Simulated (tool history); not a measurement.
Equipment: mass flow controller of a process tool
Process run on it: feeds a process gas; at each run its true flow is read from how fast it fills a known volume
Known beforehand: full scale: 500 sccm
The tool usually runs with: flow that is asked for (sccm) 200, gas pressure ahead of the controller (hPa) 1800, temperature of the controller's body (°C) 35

run,hour,flow that is asked for (sccm),gas pressure ahead of the controller (hPa),temperature of the controller's body (°C),true flow (%)
1,0,200,1800,35,98.7
2,86.4,200,1800,35,98.89
3,170.2,200,1800,38,98.46
4,239,200,1800,38,98.46
5,360.9,200,1800,38,98.59
6,468.1,200,1800,38,98.58
7,552.7,61,1800,35,98.32
8,640.9,200,1800,35,98.99
9,701,200,1800,35,98.85
10,759.1,200,1800,35,98.85
11,880.3,200,1800,35,98.92
12,945.2,200,1800,35,98.95
13,1055.4,200,1800,35,99.01
14,1120.4,200,1800,35,98.88
15,1200.9,113,1800,35,98.65
16,1291.4,200,1800,35,99.05
17,1364.3,200,1800,34,99.09
18,1448,200,1800,34,99.01
19,1522.1,200,1800,34,99.07
20,1615.5,200,1800,21,100.21
21,1736,200,1800,21,100.26
22,1803.5,200,1800,23,100
23,1909.2,55,1470,30,98.56
24,2002.7,200,1660,35,98.9
25,2103.3,200,1660,35,98.91
26,2232.2,200,2530,39,98.87
27,2304.2,125,1510,39,98.41
# hour 2316.8: controller's zero set anew
28,2425.5,134,2150,22,99.97
29,2484.3,274,1930,23,100.2
30,2559.7,274,1930,23,100.19
31,2639.9,415,1930,23,100.41
# hour 2746.9: controller's zero set anew, once more
32,2769.3,183,2760,25,100.43
33,2857,183,2760,25,100.58
34,2988.8,183,2760,25,100.49
35,3077,58,1930,25,99.93
36,3167.1,157,1800,39,99.09
37,3264.1,117,1430,39,98.76
38,3360.5,260,2750,35,99.79
39,3471.6,55,1800,34,99.14
40,3565.7,55,1800,34,99.14
41,3680.4,97,2050,21,100.48
42,3770.7,237,2090,35,99.63

What if the next run were any one of these 4? Each begins from the tool's condition after run 42:
A,3876.7,277,1800,35,?
B,3876.7,475,2600,30,?
C,3876.7,284,1880,38,?
D,3876.7,205,1800,20,?

run,true flow (%)
A,99.51
B,100.47
C,99.38
D,100.76
With the hidden condition removed and each run's random variation left untouched, the same runs would have given:
run,true flow (%)
A,98.9
B,99.82
C,98.78
D,100.19
